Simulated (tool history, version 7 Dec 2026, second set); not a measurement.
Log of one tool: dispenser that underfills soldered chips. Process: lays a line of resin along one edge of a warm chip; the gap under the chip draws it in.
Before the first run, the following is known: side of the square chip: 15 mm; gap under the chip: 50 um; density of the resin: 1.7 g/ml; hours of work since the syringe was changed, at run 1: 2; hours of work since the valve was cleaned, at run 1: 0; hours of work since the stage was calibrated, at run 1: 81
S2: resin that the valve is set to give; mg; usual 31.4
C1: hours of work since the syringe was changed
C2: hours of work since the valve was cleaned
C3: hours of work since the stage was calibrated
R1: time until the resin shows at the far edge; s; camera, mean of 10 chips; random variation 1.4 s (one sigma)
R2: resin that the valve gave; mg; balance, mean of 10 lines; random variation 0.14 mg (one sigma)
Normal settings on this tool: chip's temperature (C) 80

Run 1, hour 0.0: usual settings; C1 2; C2 0; C3 81. Result: R1 154.4 s, R2 31.10 mg.
Run 2, hour 2.8: usual settings; C1 4; C2 2; C3 83. Result: R1 168.3 s, R2 31.40 mg.
Run 3, hour 5.0: usual settings; C1 5; C2 3; C3 85. Result: R1 178.0 s, R2 31.38 mg.
Run 4, hour 7.2: usual settings but chip's temperature (C) 66; C1 7; C2 4; C3 86. Result: R1 320.0 s, R2 31.07 mg.
At hour 9.4: new syringe of resin.
Run 5, hour 10.7: usual settings; C1 1; C2 6; C3 88. Result: R1 143.2 s, R2 31.16 mg.
Run 6, hour 13.8: usual settings but chip's temperature (C) 85; C1 3; C2 8; C3 90. Result: R1 132.5 s, R2 31.08 mg.
Run 7, hour 17.8: usual settings but chip's temperature (C) 85; C1 5; C2 11; C3 92. Result: R1 148.8 s, R2 30.96 mg.
Run 8, hour 21.3: usual settings but chip's temperature (C) 85, S2 33.1 mg; C1 7; C2 13; C3 94. Result: R1 162.6 s, R2 32.67 mg.
At hour 21.9: new syringe of resin.
Run 9, hour 23.6: usual settings; C1 1; C2 14; C3 96. Result: R1 142.7 s, R2 31.17 mg.
Run 10, hour 26.5: usual settings but S2 35.3 mg; C1 3; C2 16; C3 98. Result: R1 151.9 s, R2 34.72 mg.
Run 11, hour 28.6: usual settings; C1 4; C2 17; C3 99. Result: R1 166.1 s, R2 31.02 mg.
Run 12, hour 30.7: usual settings but S2 31.6 mg; C1 6; C2 19; C3 100. Result: R1 174.6 s, R2 30.97 mg.
Run 13, hour 33.7: usual settings but S2 39.1 mg; C1 7; C2 21; C3 102. Result: R1 191.8 s, R2 38.36 mg.
At hour 34.4: new syringe of resin.
Run 14, hour 37.2: usual settings but S2 39.1 mg; C1 2; C2 23; C3 104. Result: R1 148.4 s, R2 38.40 mg.

Run 15 comes next. What will it give?
Run 15, hour 41.3: usual settings but S2 29.7 mg; C1 4; C2 25; C3 107. Result: R1 ?, R2 ?.

R1: 164.9 s
R2: 28.99 mg
If the tool had no hidden condition, the same run with the same run-to-run variation would have returned R1 136.4 s, R2 29.67 mg.

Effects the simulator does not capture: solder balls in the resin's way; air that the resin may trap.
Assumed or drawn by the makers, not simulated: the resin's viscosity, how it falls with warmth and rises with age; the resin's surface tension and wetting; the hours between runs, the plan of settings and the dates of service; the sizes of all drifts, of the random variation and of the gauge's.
